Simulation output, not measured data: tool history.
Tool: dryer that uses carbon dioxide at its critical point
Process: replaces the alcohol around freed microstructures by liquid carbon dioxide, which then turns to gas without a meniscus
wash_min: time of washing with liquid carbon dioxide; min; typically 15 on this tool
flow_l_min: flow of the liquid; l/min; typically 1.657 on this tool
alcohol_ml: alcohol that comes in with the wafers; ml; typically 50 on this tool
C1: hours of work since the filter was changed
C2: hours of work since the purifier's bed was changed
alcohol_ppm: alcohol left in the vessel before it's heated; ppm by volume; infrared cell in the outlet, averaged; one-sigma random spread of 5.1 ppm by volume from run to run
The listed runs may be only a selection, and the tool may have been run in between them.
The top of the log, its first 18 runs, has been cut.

-- day=16.792 inlet filter changed
run 19 day=16.792 | wash_min=12 flow_l_min=1.657 alcohol_ml=50 | C1=0 C2=918 | alcohol_ppm=321
run 20 day=17.542 | wash_min=15 flow_l_min=1.657 alcohol_ml=50 | C1=10 C2=928 | alcohol_ppm=193
run 21 day=18.300 | wash_min=13 flow_l_min=1.570 alcohol_ml=50 | C1=20 C2=939 | alcohol_ppm=311
run 22 day=18.929 | wash_min=22 flow_l_min=1.570 alcohol_ml=63 | C1=29 C2=947 | alcohol_ppm=169
run 23 day=19.612 | wash_min=15 flow_l_min=2.590 alcohol_ml=115 | C1=38 C2=956 | alcohol_ppm=149
run 24 day=20.662 | wash_min=15 flow_l_min=2.590 alcohol_ml=115 | C1=53 C2=971 | alcohol_ppm=166
run 25 day=21.458 | wash_min=15 flow_l_min=2.130 alcohol_ml=50 | C1=63 C2=981 | alcohol_ppm=176
run 26 day=22.796 | wash_min=9 flow_l_min=1.490 alcohol_ml=50 | C1=82 C2=1000 | alcohol_ppm=927
run 27 day=23.512 | wash_min=15 flow_l_min=1.657 alcohol_ml=117 | C1=91 C2=1009 | alcohol_ppm=333
run 28 day=24.692 | wash_min=11 flow_l_min=1.657 alcohol_ml=50 | C1=107 C2=1025 | alcohol_ppm=454
run 29 day=25.458 | wash_min=11 flow_l_min=2.680 alcohol_ml=52 | C1=118 C2=1036 | alcohol_ppm=203
run 30 day=26.267 | wash_min=12 flow_l_min=1.130 alcohol_ml=52 | C1=129 C2=1047 | alcohol_ppm=974
run 31 day=26.983 | wash_min=15 flow_l_min=2.050 alcohol_ml=69 | C1=138 C2=1056 | alcohol_ppm=199
run 32 day=28.300 | wash_min=15 flow_l_min=1.050 alcohol_ml=69 | C1=156 C2=1074 | alcohol_ppm=892
run 33 day=29.538 | wash_min=13 flow_l_min=2.440 alcohol_ml=50 | C1=173 C2=1091 | alcohol_ppm=194
run 34 day=30.521 | wash_min=13 flow_l_min=2.160 alcohol_ml=50 | C1=186 C2=1105 | alcohol_ppm=223
run 35 day=31.767 | wash_min=13 flow_l_min=2.160 alcohol_ml=50 | C1=203 C2=1121 | alcohol_ppm=217
run 36 day=32.733 | wash_min=13 flow_l_min=2.780 alcohol_ml=50 | C1=216 C2=1135 | alcohol_ppm=196
run 37 day=33.808 | wash_min=17 flow_l_min=2.620 alcohol_ml=50 | C1=231 C2=1149 | alcohol_ppm=183
-- day=34.612 inlet filter changed
run 38 day=34.988 | wash_min=17 flow_l_min=1.240 alcohol_ml=75 | C1=5 C2=1165 | alcohol_ppm=381
run 39 day=35.825 | wash_min=17 flow_l_min=1.240 alcohol_ml=75 | C1=16 C2=1176 | alcohol_ppm=385
run 40 day=37.021 | wash_min=15 flow_l_min=1.070 alcohol_ml=50 | C1=33 C2=1192 | alcohol_ppm=614

3 ways to go on from here, each from the tool as it stands after run 40. What would each give?
run A day=38.158 | wash_min=24 flow_l_min=2.220 alcohol_ml=120 | C1=48 C2=1208 | alcohol_ppm=?
run B day=38.158 | wash_min=15 flow_l_min=1.070 alcohol_ml=28 | C1=48 C2=1208 | alcohol_ppm=?
run C day=38.158 | wash_min=15 flow_l_min=1.140 alcohol_ml=50 | C1=48 C2=1208 | alcohol_ppm=?

run=A alcohol_ppm=199
run=B alcohol_ppm=418
run=C alcohol_ppm=523
Stripped of hidden state, with their random variation kept, the same runs would have yielded:
run=A alcohol_ppm=12
run=B alcohol_ppm=223
run=C alcohol_ppm=323
